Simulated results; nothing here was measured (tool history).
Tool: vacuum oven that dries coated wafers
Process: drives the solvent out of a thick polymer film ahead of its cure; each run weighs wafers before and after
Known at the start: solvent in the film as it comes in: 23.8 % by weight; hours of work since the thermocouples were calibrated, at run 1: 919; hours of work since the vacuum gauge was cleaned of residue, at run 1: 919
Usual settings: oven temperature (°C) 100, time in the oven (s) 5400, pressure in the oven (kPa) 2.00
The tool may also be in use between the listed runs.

| run | hour | oven temperature (°C) | time in the oven (s) | pressure in the oven (kPa) | hours of work since the thermocouples were calibrated | hours of work since the vacuum gauge was cleaned of residue | solvent left in the film (%) |
|---|---|---|---|---|---|---|---|
| 1 | 0.0 | 100 | 5400 | 2.00 | 919 | 919 | 2.97 |
| 2 | 91.1 | 100 | 5400 | 2.00 | 966 | 966 | 2.91 |
| 3 | 141.3 | 100 | 5400 | 2.00 | 992 | 992 | 3.03 |
| 4 | 228.2 | 100 | 5400 | 2.00 | 1038 | 1038 | 3.06 |
|  | 330.5 | oven's thermocouples calibrated |
| 5 | 340.5 | 100 | 5400 | 2.00 | 5 | 1095 | 3.04 |
| 6 | 423.2 | 111 | 5520 | 2.00 | 48 | 1138 | 1.75 |
| 7 | 499.6 | 111 | 6360 | 1.46 | 88 | 1178 | 1.25 |
| 8 | 579.7 | 98 | 4140 | 1.46 | 130 | 1219 | 3.57 |
| 9 | 659.8 | 95 | 9720 | 1.56 | 171 | 1261 | 2.35 |
| 10 | 738.2 | 94 | 5400 | 2.65 | 212 | 1302 | 5.15 |

Forecast each of these 5 alternatives for the next run:
| A | 847.6 | 108 | 3960 | 1.88 | 269 | 1359 | ? |
| B | 847.6 | 94 | 5400 | 1.92 | 269 | 1359 | ? |
| C | 847.6 | 99 | 5400 | 2.65 | 269 | 1359 | ? |
| D | 847.6 | 107 | 3720 | 1.66 | 269 | 1359 | ? |
| E | 847.6 | 92 | 5400 | 5.24 | 269 | 1359 | ? |

| run | solvent left in the film (%) |
|---|---|
| A | 2.34 |
| B | 4.10 |
| C | 4.06 |
| D | 2.47 |
| E | 9.63 |
Without the tool's hidden state the same runs would have given:
| run | solvent left in the film (%) |
|---|---|
| A | 2.34 |
| B | 4.08 |
| C | 4.05 |
| D | 2.46 |
| E | 9.62 |
